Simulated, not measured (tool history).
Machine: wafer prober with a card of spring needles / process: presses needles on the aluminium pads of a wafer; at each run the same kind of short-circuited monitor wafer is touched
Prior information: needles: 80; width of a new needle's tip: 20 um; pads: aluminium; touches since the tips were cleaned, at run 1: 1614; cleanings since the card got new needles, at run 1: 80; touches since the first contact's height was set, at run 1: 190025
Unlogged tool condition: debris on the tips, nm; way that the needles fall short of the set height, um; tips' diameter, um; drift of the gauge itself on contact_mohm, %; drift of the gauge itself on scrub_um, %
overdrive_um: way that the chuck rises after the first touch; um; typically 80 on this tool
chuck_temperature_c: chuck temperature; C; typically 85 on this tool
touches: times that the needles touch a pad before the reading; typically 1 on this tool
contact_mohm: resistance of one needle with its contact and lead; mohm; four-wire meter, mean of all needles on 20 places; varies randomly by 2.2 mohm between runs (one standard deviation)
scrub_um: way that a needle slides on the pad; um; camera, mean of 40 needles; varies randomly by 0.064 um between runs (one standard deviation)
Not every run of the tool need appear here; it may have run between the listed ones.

run    hour  overdrive_um  chuck_temperature_c  touches  touches since the tips were cleaned  cleanings since the card got new needles  touches since the first contact's height was set  contact_mohm  scrub_um
  1       0            80                   85        1                                 1614                                        80                                            190025           249     14.08
       19.4  -- tips cleaned on abrasive film
       40.8  -- tips cleaned on abrasive film
  2    41.3            80                   88        1                                  109                                        82                                            199444           251     14.14
         67  -- tips cleaned on abrasive film
       92.4  -- tips cleaned on abrasive film
      116.4  -- tips cleaned on abrasive film
  3   124.9            80                   88        1                                 1955                                        85                                            218560           252      14.1
        139  -- tips cleaned on abrasive film
      165.4  -- tips cleaned on abrasive film
  4   178.9            80                   85        1                                 3104                                        87                                            230901           255      14.1
      189.7  -- tips cleaned on abrasive film
      214.4  -- tips cleaned on abrasive film
  5     224            80                   85        1                                 2203                                        89                                            241197           249     14.08
      240.1  -- tips cleaned on abrasive film
      240.4  -- height of the first contact set anew
      262.4  -- tips cleaned on abrasive film
      286.9  -- tips cleaned on abrasive film
  6   301.1            92                   85        1                                 3264                                        92                                             13882           253     16.31
      310.1  -- tips cleaned on abrasive film
      333.8  -- tips cleaned on abrasive film
      359.4  -- tips cleaned on abrasive film
  7   364.5            92                   85        1                                 1162                                        95                                             28349           247     16.32
      384.8  -- tips cleaned on abrasive film
      408.2  -- tips cleaned on abrasive film
      431.9  -- tips cleaned on abrasive film
  8   441.9            92                   85        1                                 2294                                        98                                             46025           251     16.19
        458  -- tips cleaned on abrasive film
      484.3  -- tips cleaned on abrasive film
  9   499.7            70                   85        1                                 3541                                       100                                             59252           255     12.36
      508.7  -- tips cleaned on abrasive film
        534  -- tips cleaned on abrasive film
      560.3  -- tips cleaned on abrasive film
      582.1  -- tips cleaned on abrasive film
 10   582.1            80                   40        1                                    0                                       104                                             78048           241     14.07
      603.5  -- tips cleaned on abrasive film
        625  -- tips cleaned on abrasive film
      648.5  -- tips cleaned on abrasive film
 11   648.5            80                   40        1                                    0                                       107                                             93210           237     14.12
      673.4  -- tips cleaned on abrasive film
      697.7  -- tips cleaned on abrasive film
      720.2  -- tips cleaned on abrasive film
 12   734.3            80                   40        1                                 3215                                       110                                            112811           239     14.16
        745  -- tips cleaned on abrasive film
      771.5  -- tips cleaned on abrasive film
        797  -- tips cleaned on abrasive film
      820.7  -- tips cleaned on abrasive film
 13   820.9            80                   40        1                                   50                                       114                                            132588           238     14.14
      844.6  -- tips cleaned on abrasive film
 14   863.2            80                   40        2                                 4266                                       115                                            142279           240     14.05
      868.7  -- tips cleaned on abrasive film
      891.3  -- tips cleaned on abrasive film
      915.8  -- tips cleaned on abrasive film
 15   920.1            80                   40        2                                  965                                       118                                            155239           240     14.02
      941.5  -- tips cleaned on abrasive film
      967.5  -- tips cleaned on abrasive film
      994.2  -- tips cleaned on abrasive film
 16   995.2            80                   67        3                                  224                                       121                                            172410           248     14.19
     1018.2  -- tips cleaned on abrasive film
     1044.6  -- tips cleaned on abrasive film
 17    1046            94                   40        2                                  341                                       123                                            184021           237     16.58
       1066  -- tips cleaned on abrasive film
     1090.2  -- tips cleaned on abrasive film
 18  1100.7            62                   38        3                                 2398                                       125                                            196501           241     10.93
     1115.1  -- tips cleaned on abrasive film
     1136.5  -- tips cleaned on abrasive film
     1159.5  -- tips cleaned on abrasive film
 19  1175.9            68                   67        2                                 3754                                       128                                            213690           249     11.92
     1186.1  -- tips cleaned on abrasive film
     1211.5  -- tips cleaned on abrasive film
     1235.8  -- tips cleaned on abrasive film
 20  1247.7            65                   85        1                                 2720                                       131                                            230086           254     11.31
     1261.7  -- tips cleaned on abrasive film
     1285.6  -- tips cleaned on abrasive film
       1312  -- tips cleaned on abrasive film
     1312.3  -- height of the first contact set anew
 21  1317.3            65                   85        1                                 1130                                       134                                              1130           255     11.49
     1338.5  -- tips cleaned on abrasive film
     1363.4  -- tips cleaned on abrasive film
     1384.8  -- tips cleaned on abrasive film
 22  1400.1            78                   35        2                                 3507                                       137                                             20071           236     13.72
     1410.3  -- tips cleaned on abrasive film
     1434.9  -- tips cleaned on abrasive film
 23  1441.4            63                  110        2                                 1490                                       139                                             29486           262     11.08
     1457.5  -- tips cleaned on abrasive film
       1482  -- tips cleaned on abrasive film
     1503.4  -- tips cleaned on abrasive film
 24  1508.5            95                   85        1                                 1173                                       142                                             44819           247     16.66
     1527.9  -- tips cleaned on abrasive film
     1550.5  -- tips cleaned on abrasive film
     1576.1  -- tips cleaned on abrasive film
 25  1579.9            83                   85        1                                  876                                       145                                             61120           249     14.54
     1600.4  -- tips cleaned on abrasive film
     1623.9  -- tips cleaned on abrasive film
     1647.9  -- tips cleaned on abrasive film
 26  1654.7            80                   44        1                                 1557                                       148                                             78199           235     14.19
     1669.9  -- tips cleaned on abrasive film
     1696.6  -- tips cleaned on abrasive film
       1718  -- tips cleaned on abrasive film
 27    1725            75                   43        1                                 1606                                       151                                             94260           236     13.19

Consider 5 possible next runs. They are alternatives, not a sequence: every one starts from the tool as it was left by run 27. What does each give?
     1739.7  -- tips cleaned on abrasive film
     1765.1  -- tips cleaned on abrasive film
     1790.2  -- tips cleaned on abrasive film
  A  1802.1            84                   85        3                                 2726                                       154                                            111878             ?         ?
     1739.7  -- tips cleaned on abrasive film
     1765.1  -- tips cleaned on abrasive film
     1790.2  -- tips cleaned on abrasive film
  B  1802.1            98                   63        3                                 2726                                       154                                            111878             ?         ?
     1739.7  -- tips cleaned on abrasive film
     1765.1  -- tips cleaned on abrasive film
     1790.2  -- tips cleaned on abrasive film
  C  1802.1            83                  115        2                                 2726                                       154                                            111878             ?         ?
     1739.7  -- tips cleaned on abrasive film
     1765.1  -- tips cleaned on abrasive film
     1790.2  -- tips cleaned on abrasive film
  D  1802.1            64                   51        2                                 2726                                       154                                            111878             ?         ?
     1739.7  -- tips cleaned on abrasive film
     1765.1  -- tips cleaned on abrasive film
     1790.2  -- tips cleaned on abrasive film
  E  1802.1            79                  101        1                                 2726                                       154                                            111878             ?         ?

run  contact_mohm  scrub_um
  A           253     14.81
  B           244      17.3
  C           256     14.64
  D           244     11.32
  E           256     13.95
Take away the tool's hidden state, keep each run's random variation, and the runs would have read:
run  contact_mohm  scrub_um
  A           253     14.81
  B           243     17.31
  C           255     14.65
  D           243     11.33
  E           255     13.96

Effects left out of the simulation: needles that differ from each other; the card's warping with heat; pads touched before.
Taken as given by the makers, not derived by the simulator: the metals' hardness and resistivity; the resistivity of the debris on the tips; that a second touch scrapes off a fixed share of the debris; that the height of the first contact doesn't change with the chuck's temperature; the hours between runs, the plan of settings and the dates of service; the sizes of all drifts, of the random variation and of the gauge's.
